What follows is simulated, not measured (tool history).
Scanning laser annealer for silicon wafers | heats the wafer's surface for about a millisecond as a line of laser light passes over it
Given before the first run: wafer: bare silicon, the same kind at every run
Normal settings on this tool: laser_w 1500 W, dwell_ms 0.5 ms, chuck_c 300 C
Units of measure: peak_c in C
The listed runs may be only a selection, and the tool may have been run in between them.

| run | hour | laser_w | dwell_ms | chuck_c | peak_c |
|---|---|---|---|---|---|
| 1 | 0 | 1500 | 0.5 | 300 | 1043 |
| 2 | 40.1 | 1500 | 0.5 | 300 | 1044 |
| 3 | 62.9 | 1500 | 0.5 | 289 | 1030 |
| 4 | 100.5 | 1500 | 0.5 | 289 | 1029 |
| 5 | 137.1 | 1500 | 0.5 | 289 | 1031 |
| 6 | 178.2 | 1500 | 0.5 | 289 | 1029 |
| 7 | 216.4 | 1500 | 0.5 | 300 | 1042 |
| 8 | 265.5 | 1500 | 0.5 | 300 | 1035 |
| 9 | 298.3 | 1500 | 0.5 | 300 | 1041 |
| 10 | 320.7 | 1500 | 0.5 | 300 | 1037 |
|  | 327.4 | window over the wafer cleaned |
| 11 | 360.1 | 1552 | 0.407 | 275 | 947 |
| 12 | 395.9 | 1507 | 0.524 | 300 | 1056 |
|  | 414.4 | window over the wafer cleaned, once more |
| 13 | 430.9 | 1281 | 0.483 | 312 | 930 |
| 14 | 454.8 | 1281 | 0.483 | 312 | 930 |
| 15 | 499.8 | 1500 | 0.44 | 300 | 993 |
| 16 | 548.3 | 1500 | 0.44 | 300 | 991 |
| 17 | 584 | 1500 | 0.44 | 300 | 994 |

4 options for the next run, each taken on its own from the tool as it stands now. Forecast them:
| A | 619.7 | 1558 | 0.409 | 300 | ? |
| B | 619.7 | 1359 | 0.44 | 300 | ? |
| C | 619.7 | 1597 | 0.381 | 300 | ? |
| D | 619.7 | 1462 | 0.5 | 300 | ? |

| run | peak_c |
|---|---|
| A | 990 |
| B | 920 |
| C | 979 |
| D | 1028 |
The same runs, with their run-to-run variation unchanged, on a tool lacking any hidden condition would have given:
| run | peak_c |
|---|---|
| A | 1002 |
| B | 932 |
| C | 992 |
| D | 1041 |

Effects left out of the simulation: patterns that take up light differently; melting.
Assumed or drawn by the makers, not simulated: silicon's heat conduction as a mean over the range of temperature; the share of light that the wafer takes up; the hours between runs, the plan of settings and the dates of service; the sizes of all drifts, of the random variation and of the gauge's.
